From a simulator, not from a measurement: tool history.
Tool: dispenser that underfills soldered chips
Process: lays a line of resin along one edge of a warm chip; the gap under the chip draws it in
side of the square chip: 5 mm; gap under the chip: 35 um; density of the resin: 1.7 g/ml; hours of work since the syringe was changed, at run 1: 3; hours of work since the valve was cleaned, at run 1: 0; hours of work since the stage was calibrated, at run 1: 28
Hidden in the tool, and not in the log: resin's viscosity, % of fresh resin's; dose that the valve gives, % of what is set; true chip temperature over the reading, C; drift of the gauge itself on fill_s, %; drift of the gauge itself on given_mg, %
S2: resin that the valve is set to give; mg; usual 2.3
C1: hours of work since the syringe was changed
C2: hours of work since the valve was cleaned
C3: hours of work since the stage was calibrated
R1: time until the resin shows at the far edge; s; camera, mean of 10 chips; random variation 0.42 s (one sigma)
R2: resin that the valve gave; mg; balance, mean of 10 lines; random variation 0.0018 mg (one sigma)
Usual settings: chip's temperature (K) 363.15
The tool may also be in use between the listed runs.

Run 1, day 0: usual settings; C1 3; C2 0; C3 28. Result: R1 35.2 s, R2 2.299 mg.
Run 2, day 0.133: usual settings; C1 5; C2 3; C3 30. Result: R1 41.4 s, R2 2.304 mg.
Run 3, day 0.233: usual settings; C1 7; C2 5; C3 32. Result: R1 47.7 s, R2 2.299 mg.
At day 0.371: new syringe of resin.
Run 4, day 0.429: usual settings; C1 1; C2 8; C3 36. Result: R1 32 s, R2 2.294 mg.
Run 5, day 0.562: usual settings; C1 3; C2 10; C3 38. Result: R1 37.6 s, R2 2.295 mg.
Run 6, day 0.646: usual settings but chip's temperature (K) 368.15; C1 5; C2 12; C3 39. Result: R1 35.6 s, R2 2.291 mg.
Run 7, day 0.808: usual settings but chip's temperature (K) 368.15; C1 8; C2 15; C3 42. Result: R1 43.3 s, R2 2.289 mg.
At day 0.892: new syringe of resin.
Run 8, day 0.958: usual settings but chip's temperature (K) 368.15; C1 1; C2 17; C3 45. Result: R1 27.2 s, R2 2.288 mg.
Run 9, day 1.138: usual settings but chip's temperature (K) 368.15; C1 4; C2 21; C3 48. Result: R1 34.6 s, R2 2.282 mg.
Run 10, day 1.329: usual settings but chip's temperature (K) 374.15; C1 8; C2 24; C3 52. Result: R1 38.2 s, R2 2.285 mg.
At day 1.408: new syringe of resin.
Run 11, day 1.454: usual settings but chip's temperature (K) 374.15; C1 1; C2 26; C3 54. Result: R1 22.9 s, R2 2.281 mg.
Run 12, day 1.55: usual settings but chip's temperature (K) 374.15; C1 3; C2 28; C3 55. Result: R1 25.4 s, R2 2.281 mg.
Run 13, day 1.708: usual settings but chip's temperature (K) 374.15; C1 5; C2 31; C3 58. Result: R1 31.5 s, R2 2.279 mg.
Run 14, day 1.8: usual settings but chip's temperature (K) 349.15; C1 7; C2 33; C3 60. Result: R1 74.5 s, R2 2.277 mg.
At day 1.929: new syringe of resin.
Run 15, day 1.983: usual settings but chip's temperature (K) 349.15; C1 1; C2 36; C3 63. Result: R1 48.3 s, R2 2.272 mg.
Run 16, day 2.158: usual settings; C1 4; C2 39; C3 66. Result: R1 39.2 s, R2 2.267 mg.
At day 2.275: dispensing valve cleaned and set on the balance.
Run 17, day 2.292: usual settings; C1 6; C2 0; C3 68. Result: R1 44.1 s, R2 2.297 mg.
Run 18, day 2.442: usual settings but S2 2.37 mg; C1 9; C2 3; C3 71. Result: R1 52.8 s, R2 2.362 mg.
At day 2.488: new syringe of resin.
Run 19, day 2.533: usual settings but chip's temperature (K) 357.15, S2 2 mg; C1 1; C2 4; C3 72. Result: R1 39 s, R2 1.991 mg.
Run 20, day 2.633: usual settings but chip's temperature (K) 351.15, S2 2.04 mg; C1 3; C2 6; C3 74. Result: R1 51.8 s, R2 2.034 mg.
Run 21, day 2.738: usual settings but chip's temperature (K) 351.15, S2 2.04 mg; C1 5; C2 8; C3 76. Result: R1 59.5 s, R2 2.03 mg.
Run 22, day 2.846: usual settings but chip's temperature (K) 369.15, S2 2.57 mg; C1 7; C2 10; C3 78. Result: R1 38.1 s, R2 2.555 mg.
At day 3.004: new syringe of resin.
Run 23, day 3.05: usual settings but chip's temperature (K) 374.15, S2 2.82 mg; C1 1; C2 14; C3 81. Result: R1 22.1 s, R2 2.802 mg.
Run 24, day 3.175: usual settings but chip's temperature (K) 355.15, S2 2.06 mg; C1 3; C2 16; C3 84. Result: R1 46.8 s, R2 2.047 mg.
Run 25, day 3.362: usual settings but chip's temperature (K) 359.15, S2 2.82 mg; C1 6; C2 19; C3 87. Result: R1 50.4 s, R2 2.794 mg.
At day 3.525: new syringe of resin.
Run 26, day 3.542: usual settings but chip's temperature (K) 358.15, S2 2.45 mg; C1 0; C2 22; C3 90. Result: R1 34.6 s, R2 2.428 mg.
Run 27, day 3.708: usual settings but chip's temperature (K) 358.15, S2 2.31 mg; C1 3; C2 25; C3 93. Result: R1 43.5 s, R2 2.286 mg.
Run 28, day 3.829: usual settings but chip's temperature (K) 352.15, S2 2.13 mg; C1 6; C2 28; C3 95. Result: R1 61.4 s, R2 2.105 mg.
Run 29, day 3.95: usual settings but chip's temperature (K) 352.15, S2 2.13 mg; C1 8; C2 30; C3 97. Result: R1 71.1 s, R2 2.104 mg.
At day 4.038: new syringe of resin.
Run 30, day 4.146: usual settings but chip's temperature (K) 374.15, S2 2.09 mg; C1 2; C2 33; C3 101. Result: R1 25.5 s, R2 2.061 mg.
Run 31, day 4.304: usual settings but chip's temperature (K) 374.15, S2 2.09 mg; C1 5; C2 36; C3 104. Result: R1 30.3 s, R2 2.06 mg.
Run 32, day 4.425: usual settings but chip's temperature (K) 350.15, S2 2.81 mg; C1 7; C2 38; C3 106. Result: R1 69.8 s, R2 2.771 mg.
At day 4.571: dispensing valve cleaned and set on the balance.
At day 4.6: new syringe of resin.
Run 33, day 4.662: usual settings but chip's temperature (K) 357.15, S2 3 mg; C1 1; C2 1; C3 109. Result: R1 37.8 s, R2 2.992 mg.
Run 34, day 4.746: usual settings; C1 3; C2 3; C3 111. Result: R1 35.8 s, R2 2.294 mg.
Run 35, day 4.825: usual settings but chip's temperature (K) 370.15, S2 2.38 mg; C1 4; C2 4; C3 112. Result: R1 32.2 s, R2 2.371 mg.
Run 36, day 4.962: usual settings but chip's temperature (K) 370.15, S2 2.03 mg; C1 7; C2 7; C3 115. Result: R1 40.1 s, R2 2.019 mg.

Forecast each of these 4 alternatives for the next run:
At day 5.112: new syringe of resin.
Run A, day 5.125: usual settings but chip's temperature (K) 364.15, S2 2.61 mg; C1 0; C2 10; C3 117. Result: R1 ?, R2 ?.
At day 5.112: new syringe of resin.
Run B, day 5.125: usual settings but chip's temperature (K) 368.15, S2 2.66 mg; C1 0; C2 10; C3 117. Result: R1 ?, R2 ?.
At day 5.112: new syringe of resin.
Run C, day 5.125: usual settings but chip's temperature (K) 357.15; C1 0; C2 10; C3 117. Result: R1 ?, R2 ?.
At day 5.112: new syringe of resin.
Run D, day 5.125: usual settings but chip's temperature (K) 355.15, S2 2.03 mg; C1 0; C2 10; C3 117. Result: R1 ?, R2 ?.

run    R1     R2
  A    29  2.595
  B  26.2  2.646
  C  36.6  2.288
  D  39.4  2.021
Without the tool's hidden state the same runs would have given:
run    R1     R2
  A    28   2.61
  B  25.2  2.661
  C  35.2  2.301
  D    38  2.033

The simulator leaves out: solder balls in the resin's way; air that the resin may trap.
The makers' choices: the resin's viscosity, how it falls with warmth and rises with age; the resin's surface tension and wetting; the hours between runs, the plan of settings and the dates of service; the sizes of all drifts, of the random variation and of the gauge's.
